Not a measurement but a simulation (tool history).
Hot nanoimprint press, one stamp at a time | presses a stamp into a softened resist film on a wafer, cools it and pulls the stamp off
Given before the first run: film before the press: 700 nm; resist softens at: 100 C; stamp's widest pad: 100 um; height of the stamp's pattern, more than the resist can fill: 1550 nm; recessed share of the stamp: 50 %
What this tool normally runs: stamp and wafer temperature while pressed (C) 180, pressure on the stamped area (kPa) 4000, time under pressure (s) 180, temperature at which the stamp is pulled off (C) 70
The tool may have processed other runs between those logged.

run	day	stamp and wafer temperature while pressed (C)	pressure on the stamped area (kPa)	time under pressure (s)	temperature at which the stamp is pulled off (C)	resist left under the stamp's widest pad (nm)	greatest force while the stamp is pulled off (N)
1	0	180	4000	180	70	292.6	205
2	0.629	180	4000	180	72	291.8	199
3	1.171	180	4000	180	70	293.3	204
4	1.896	180	4000	91	70	362.1	203
5	2.583	180	4000	91	70	362.3	206
6	3.525	180	4000	91	70	361.5	206
# day 4.142: stamp cleaned and given a new release coat
7	4.308	180	4850	230	70	239.6	189
8	4.712	169	4900	204	63	332.4	208
9	5.221	170	5800	204	63	293.7	210
10	6.092	170	5800	204	63	293.3	210
11	7.025	170	5800	204	63	293.1	209

Each row is a separate what-if for the run after 11, all from the same tool condition, not one after another. Results?
A	7.583	187	4000	180	70	?	?
B	7.583	170	5800	204	73	?	?
C	7.583	176	5800	204	63	?	?

run	resist left under the stamp's widest pad (nm)	greatest force while the stamp is pulled off (N)
A	245.2	191
B	293.2	184
C	248.1	208
Stripped of hidden state, with their random variation kept, the same runs would have yielded:
run	resist left under the stamp's widest pad (nm)	greatest force while the stamp is pulled off (N)
A	249.4	189
B	299.3	182
C	253	206
